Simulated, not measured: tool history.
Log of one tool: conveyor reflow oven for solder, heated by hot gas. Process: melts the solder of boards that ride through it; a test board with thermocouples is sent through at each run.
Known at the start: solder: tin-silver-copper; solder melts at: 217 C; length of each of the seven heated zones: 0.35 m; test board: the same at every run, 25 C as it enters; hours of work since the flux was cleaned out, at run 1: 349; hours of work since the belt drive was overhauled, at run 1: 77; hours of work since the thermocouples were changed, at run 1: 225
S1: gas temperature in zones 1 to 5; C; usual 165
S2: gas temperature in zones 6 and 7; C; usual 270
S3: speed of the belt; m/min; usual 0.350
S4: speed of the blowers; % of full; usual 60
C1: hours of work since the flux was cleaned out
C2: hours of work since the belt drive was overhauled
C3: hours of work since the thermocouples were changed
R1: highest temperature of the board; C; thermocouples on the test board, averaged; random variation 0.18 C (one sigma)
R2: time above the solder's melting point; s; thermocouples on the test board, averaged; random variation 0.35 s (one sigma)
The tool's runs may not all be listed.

run   hour   S1   S2     S3  S4   C1   C2   C3     R1     R2
  1    0.0  165  270  0.350  60  349   77  225  254.0   88.0
  2   13.4  165  270  0.350  60  358   86  234  253.9   87.4
  3   21.0  165  274  0.350  60  362   91  239  257.7   91.7
  4   27.0  165  274  0.350  60  366   95  242  257.2   91.1
  5   36.3  165  272  0.350  60  372  101  248  255.6   89.7
  6   47.3  165  272  0.350  60  379  108  256  255.9   89.9
      52.6  -- belt drive overhauled, speed set with a stopwatch
  7   62.0  167  283  0.337  60  386    6  262  267.4  105.1
  8   72.8  167  283  0.337  60  393   13  269  267.7  105.1
  9   83.5  157  283  0.413  60  400   20  276  256.9   72.5
 10   93.0  159  279  0.397  77  406   26  282  261.0   81.5
     104.0  -- belt drive overhauled, speed set with a stopwatch, once more
 11  104.2  172  273  0.395  59  411    0  287  252.7   78.1

The same runs without the tool's hidden state, with the same run-to-run variation:
The hidden state here: heat that the gas passes to the board, % of a clean oven's; belt's true speed, % of the reading; true gas temperature in zones 6 and 7 over the reading, C; drift of the gauge itself on peak_c, C; drift of the gauge itself on liquid_s, %.
run     R1     R2
  1  255.1   89.5
  2  255.0   89.0
  3  258.8   93.0
  4  258.3   92.5
  5  256.7   91.1
  6  257.0   91.3
  7  268.5  105.7
  8  268.8  105.8
  9  258.7   74.2
 10  262.9   83.1
 11  254.3   80.4

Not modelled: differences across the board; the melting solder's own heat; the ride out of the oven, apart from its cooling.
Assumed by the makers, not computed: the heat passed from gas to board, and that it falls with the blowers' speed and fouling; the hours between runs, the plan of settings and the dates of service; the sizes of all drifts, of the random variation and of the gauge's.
